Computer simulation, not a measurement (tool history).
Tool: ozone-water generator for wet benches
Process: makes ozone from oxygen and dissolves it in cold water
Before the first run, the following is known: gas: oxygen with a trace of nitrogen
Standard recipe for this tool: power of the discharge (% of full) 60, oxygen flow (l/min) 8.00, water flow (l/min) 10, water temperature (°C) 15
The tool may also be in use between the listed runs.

run	hour	power of the discharge (% of full)	oxygen flow (l/min)	water flow (l/min)	water temperature (°C)	dissolved ozone (ppm)	ozone in the gas ahead of the water (g/m3)
1	0.0	60	8.00	10	15	28.5	174.3
2	67.4	60	7.28	10	15	29.6	184.7
3	110.5	60	7.28	10	15	29.4	183.5
4	170.5	60	10.65	10	15	26.8	149.2
5	218.1	60	10.65	10	15	26.8	150.1
6	258.1	60	10.65	10	15	26.7	148.7
7	310.7	60	8.00	7	15	35.1	171.1
8	346.5	60	8.00	12	15	26.0	174.4
9	414.2	60	8.00	12	15	25.5	173.3
10	451.5	60	8.00	12	15	26.1	172.0
11	481.0	60	8.00	12	15	26.0	173.1
12	539.5	60	8.00	10	15	29.2	174.9
13	603.4	60	8.00	10	15	28.9	172.4
14	635.0	60	8.00	10	15	28.9	172.1
15	696.8	60	8.00	10	15	28.7	172.5
16	759.7	60	8.00	10	15	28.9	171.7
17	804.4	86	7.09	7	16	45.6	238.4
18	857.2	86	7.09	9	16	39.5	239.0

The next listed run, before its measurement:
19	905.5	44	8.00	6	15	?	?

For run 19 the tool returned dissolved ozone (ppm) 29.5, ozone in the gas ahead of the water (g/m3) 136.9.
On a tool with no hidden condition, and with the same random variation, this run would have come out at dissolved ozone (ppm) 29.6, ozone in the gas ahead of the water (g/m3) 138.9.

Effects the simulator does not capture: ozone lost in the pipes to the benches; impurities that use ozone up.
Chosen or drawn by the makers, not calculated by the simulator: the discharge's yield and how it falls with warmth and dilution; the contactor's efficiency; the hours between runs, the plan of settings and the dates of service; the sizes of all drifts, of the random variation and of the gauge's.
